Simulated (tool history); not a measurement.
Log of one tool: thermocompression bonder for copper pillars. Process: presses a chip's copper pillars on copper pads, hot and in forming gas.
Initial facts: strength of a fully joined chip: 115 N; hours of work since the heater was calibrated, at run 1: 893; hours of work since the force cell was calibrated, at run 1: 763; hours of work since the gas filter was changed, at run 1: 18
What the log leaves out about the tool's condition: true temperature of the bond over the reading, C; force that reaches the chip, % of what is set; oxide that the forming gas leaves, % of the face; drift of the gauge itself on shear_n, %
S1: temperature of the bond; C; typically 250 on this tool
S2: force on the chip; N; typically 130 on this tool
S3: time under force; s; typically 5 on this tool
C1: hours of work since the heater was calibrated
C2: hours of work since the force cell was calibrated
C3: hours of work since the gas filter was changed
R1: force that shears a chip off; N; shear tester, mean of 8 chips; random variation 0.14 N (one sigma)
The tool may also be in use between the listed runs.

{"run": 1, "hour": 0.0, "S1": 250, "S2": 130, "S3": 5, "C1": 893, "C2": 763, "C3": 18, "R1": 72}
{"run": 2, "hour": 18.4, "S1": 250, "S2": 130, "S3": 5, "C1": 904, "C2": 774, "C3": 29, "R1": 72.1}
{"run": 3, "hour": 43.2, "S1": 250, "S2": 130, "S3": 5, "C1": 919, "C2": 789, "C3": 45, "R1": 72.3}
{"run": 4, "hour": 74.6, "S1": 250, "S2": 130, "S3": 5, "C1": 939, "C2": 809, "C3": 64, "R1": 72}
{"run": 5, "hour": 98.4, "S1": 250, "S2": 130, "S3": 8, "C1": 953, "C2": 823, "C3": 79, "R1": 81.9}
{"run": 6, "hour": 117.7, "S1": 250, "S2": 130, "S3": 8, "C1": 965, "C2": 835, "C3": 91, "R1": 81.9}
{"run": 7, "hour": 138.9, "S1": 250, "S2": 130, "S3": 4, "C1": 978, "C2": 848, "C3": 104, "R1": 67.4}
{"run": 8, "hour": 169.6, "S1": 250, "S2": 115, "S3": 4, "C1": 997, "C2": 867, "C3": 123, "R1": 63.1}
{"run": 9, "hour": 183.0, "S1": 250, "S2": 115, "S3": 4, "C1": 1006, "C2": 876, "C3": 131, "R1": 63}
{"run": 10, "hour": 214.4, "S1": 250, "S2": 115, "S3": 4, "C1": 1025, "C2": 895, "C3": 150, "R1": 62.9}
{"run": 11, "hour": 228.5, "S1": 250, "S2": 115, "S3": 4, "C1": 1034, "C2": 904, "C3": 159, "R1": 63.1}
{"run": 12, "hour": 255.9, "S1": 234, "S2": 87, "S3": 6, "C1": 1051, "C2": 921, "C3": 176, "R1": 51.7}
{"run": 13, "hour": 280.5, "S1": 251, "S2": 130, "S3": 5, "C1": 1066, "C2": 936, "C3": 191, "R1": 72.6}
{"run": 14, "hour": 307.1, "S1": 277, "S2": 162, "S3": 5, "C1": 1082, "C2": 952, "C3": 207, "R1": 94.9}
{"hour": 318.6, "done": "forming gas filter changed"}
{"run": 15, "hour": 332.7, "S1": 277, "S2": 162, "S3": 5, "C1": 1098, "C2": 968, "C3": 9, "R1": 95}
{"run": 16, "hour": 364.6, "S1": 253, "S2": 123, "S3": 12, "C1": 1117, "C2": 987, "C3": 28, "R1": 90}
{"run": 17, "hour": 395.7, "S1": 253, "S2": 123, "S3": 12, "C1": 1137, "C2": 1007, "C3": 48, "R1": 89.9}
{"run": 18, "hour": 416.0, "S1": 272, "S2": 123, "S3": 12, "C1": 1149, "C2": 1019, "C3": 60, "R1": 99}
{"run": 19, "hour": 441.2, "S1": 272, "S2": 123, "S3": 12, "C1": 1165, "C2": 1035, "C3": 76, "R1": 99}

Predict each of these 3 candidate next runs independently; none follows another, all start after run 19:
{"run": "A", "hour": 468.1, "S1": 272, "S2": 123, "S3": 3, "C1": 1181, "C2": 1051, "C3": 92, "R1": "?"}
{"run": "B", "hour": 468.1, "S1": 266, "S2": 88, "S3": 10, "C1": 1181, "C2": 1051, "C3": 92, "R1": "?"}
{"run": "C", "hour": 468.1, "S1": 272, "S2": 145, "S3": 12, "C1": 1181, "C2": 1051, "C3": 92, "R1": "?"}

run=A R1=72.8
run=B R1=82
run=C R1=103.6
With no hidden state in the tool, these same runs would have given:
run=A R1=72.7
run=B R1=82
run=C R1=103.6
